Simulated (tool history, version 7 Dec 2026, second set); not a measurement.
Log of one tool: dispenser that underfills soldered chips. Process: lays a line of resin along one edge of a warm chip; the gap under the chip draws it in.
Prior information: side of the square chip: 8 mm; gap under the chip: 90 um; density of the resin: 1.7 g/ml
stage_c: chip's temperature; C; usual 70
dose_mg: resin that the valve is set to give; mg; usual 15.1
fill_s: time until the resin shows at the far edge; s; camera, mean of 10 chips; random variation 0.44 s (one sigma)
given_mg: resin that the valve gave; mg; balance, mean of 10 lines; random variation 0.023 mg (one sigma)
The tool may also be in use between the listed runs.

run,hour,stage_c,dose_mg,fill_s,given_mg
1,0.0,70,15.1,65.0,14.82
# hour 2.2: new syringe of resin
2,3.9,70,15.1,34.7,14.82
3,7.2,70,15.1,40.8,14.84
4,12.3,70,15.1,55.0,14.81
# hour 17.7: new syringe of resin
5,19.1,70,15.1,34.0,14.81
6,22.3,70,15.1,41.0,14.77
7,27.2,70,15.1,51.8,14.75
8,31.0,70,15.1,63.3,14.74
# hour 33.1: new syringe of resin
9,37.7,70,15.1,39.1,14.74
# hour 40.4: dispensing valve cleaned and set on the balance
10,44.1,84,15.1,27.3,15.07
# hour 49.5: new syringe of resin
11,49.8,84,15.1,17.3,15.10
12,55.9,84,15.1,23.5,15.06
13,60.2,84,15.1,30.2,15.06
# hour 64.8: new syringe of resin
14,65.1,84,15.1,17.4,15.05
15,71.5,84,15.1,24.4,14.96
16,78.0,84,15.1,33.9,14.97
# hour 80.1: new syringe of resin
17,82.5,84,15.1,20.0,14.95
18,85.5,84,15.1,23.2,14.99
19,88.7,75,15.8,39.0,15.64
20,91.6,62,14.1,84.5,13.95
# hour 95.3: new syringe of resin
21,98.3,62,14.1,53.9,13.90
22,104.6,71,15.0,48.6,14.77
23,107.4,78,16.7,41.8,16.47
# hour 110.6: new syringe of resin
24,113.1,78,16.7,24.8,16.42
25,118.0,56,14.2,92.0,13.98
26,123.6,56,14.2,124.2,13.93
# hour 125.9: new syringe of resin
27,128.5,82,19.5,21.0,19.10
28,134.1,56,16.9,91.8,16.53
29,139.9,58,19.5,111.7,19.08
# hour 141.0: new syringe of resin
30,145.8,58,16.1,69.3,15.69
31,151.3,72,14.4,49.5,14.03
# hour 156.2: dispensing valve cleaned and set on the balance
# hour 157.3: new syringe of resin
32,158.0,60,17.3,51.3,17.31
33,162.7,74,17.6,34.1,17.57
34,167.2,72,17.3,47.0,17.26
# hour 172.4: new syringe of resin
35,172.4,83,14.8,17.6,14.77
36,178.5,76,19.0,32.4,18.86

Branching from run 36: 3 alternative next runs. What would each branch give?
A,183.8,67,19.2,?,?
B,183.8,84,14.3,?,?
C,183.8,72,19.0,?,?

run,fill_s,given_mg
A,63.0,19.10
B,31.7,14.18
C,49.6,18.91
Stripped of hidden state, with their random variation kept, the same runs would have yielded:
run,fill_s,given_mg
A,35.6,19.23
B,18.2,14.28
C,27.9,19.04
